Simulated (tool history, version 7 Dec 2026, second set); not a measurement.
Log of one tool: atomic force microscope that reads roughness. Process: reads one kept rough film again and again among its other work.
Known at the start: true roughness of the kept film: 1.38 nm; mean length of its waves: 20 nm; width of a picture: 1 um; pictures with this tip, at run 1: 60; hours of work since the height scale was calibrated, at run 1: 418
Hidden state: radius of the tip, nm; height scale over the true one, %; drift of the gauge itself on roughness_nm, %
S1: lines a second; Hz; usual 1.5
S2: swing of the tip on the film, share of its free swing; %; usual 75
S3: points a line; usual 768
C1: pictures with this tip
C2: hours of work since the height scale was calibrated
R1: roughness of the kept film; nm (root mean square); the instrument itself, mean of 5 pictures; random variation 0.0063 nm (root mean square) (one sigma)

run,hour,S1,S2,S3,C1,C2,R1
1,0,1.5,75,768,60,418,0.993
# hour 12.5: new tip fitted
2,59.1,1.5,75,768,44,443,1.077
# hour 88.3: new tip fitted
3,90.9,1.5,75,768,3,456,1.217
4,155.8,1.5,75,768,64,484,1.011
# hour 161.6: new tip fitted
5,215.6,1.5,75,768,50,510,1.047
# hour 235.4: new tip fitted
6,286.7,1.5,75,768,48,540,1.061
# hour 311.3: new tip fitted
7,326.3,1.5,75,768,14,557,1.177
8,380.6,1.5,75,326,65,580,1.003
# hour 387.2: new tip fitted
9,418,1.5,75,326,29,596,1.102
# hour 461: new tip fitted
10,489.5,1.5,75,768,27,627,1.119
# hour 534.3: new tip fitted
11,534.3,1.5,75,768,0,646,1.227
12,574.7,1.5,75,369,38,663,1.093
# hour 608.7: new tip fitted
13,608.7,1.5,75,300,0,677,1.188
14,668.6,1.5,75,300,57,703,1.013
# hour 682.1: new tip fitted
15,704.2,1.5,75,300,21,718,1.102
16,752.4,1.5,75,300,66,739,0.991
# hour 757.8: new tip fitted
17,816,1.5,75,300,55,766,1.008
# hour 832.2: new tip fitted
18,854.2,1.5,75,768,21,782,1.155
19,899.4,0.64,77,855,64,801,1.053
# hour 907.5: new tip fitted
20,948.2,2.89,77,855,38,822,1.036
21,979.1,2.89,77,855,67,835,0.966
# hour 983.4: new tip fitted
22,1034.1,3.79,75,697,47,859,0.988
# hour 1057.7: new tip fitted
23,1092.8,0.7,64,325,33,884,1.119
# hour 1130.7: new tip fitted
24,1160.2,3.97,61,752,28,912,1.112
# hour 1165: height scale calibrated on a step standard
25,1198.4,3.97,61,752,63,14,1.006
# hour 1205.5: new tip fitted
26,1265.9,0.78,75,435,57,43,1.04
# hour 1278.7: new tip fitted
27,1318.1,1.57,57,768,37,65,1.132
# hour 1351.4: new tip fitted
28,1380.8,1.57,57,768,27,92,1.142
# hour 1426.5: height scale calibrated on a step standard, once more
# hour 1427: new tip fitted
29,1445,1.57,55,768,17,8,1.201
# hour 1500.1: new tip fitted
30,1511.4,1.54,86,768,10,36,1.159
# hour 1574.4: new tip fitted
31,1574.4,1.54,68,256,0,63,1.208
32,1638.7,1.83,82,416,61,90,0.989
# hour 1647.5: new tip fitted
33,1670.8,1.8,56,340,21,104,1.155
# hour 1720.6: new tip fitted
34,1735,1.8,56,340,13,131,1.197
35,1766.3,0.5,75,306,43,145,1.091

5 ways to go on from here, each from the tool as it stands after run 35. What would each give?
# hour 1796.1: new tip fitted
A,1829.5,0.8,67,811,32,172,?
# hour 1796.1: new tip fitted
B,1829.5,2.29,58,269,32,172,?
# hour 1796.1: new tip fitted
C,1829.5,0.73,75,768,32,172,?
# hour 1796.1: new tip fitted
D,1829.5,0.58,64,932,32,172,?
# hour 1796.1: new tip fitted
E,1829.5,0.7,86,355,32,172,?

run,R1
A,1.151
B,1.102
C,1.155
D,1.161
E,1.118
Without the tool's hidden state the same runs would have given:
run,R1
A,1.265
B,1.211
C,1.269
D,1.276
E,1.229
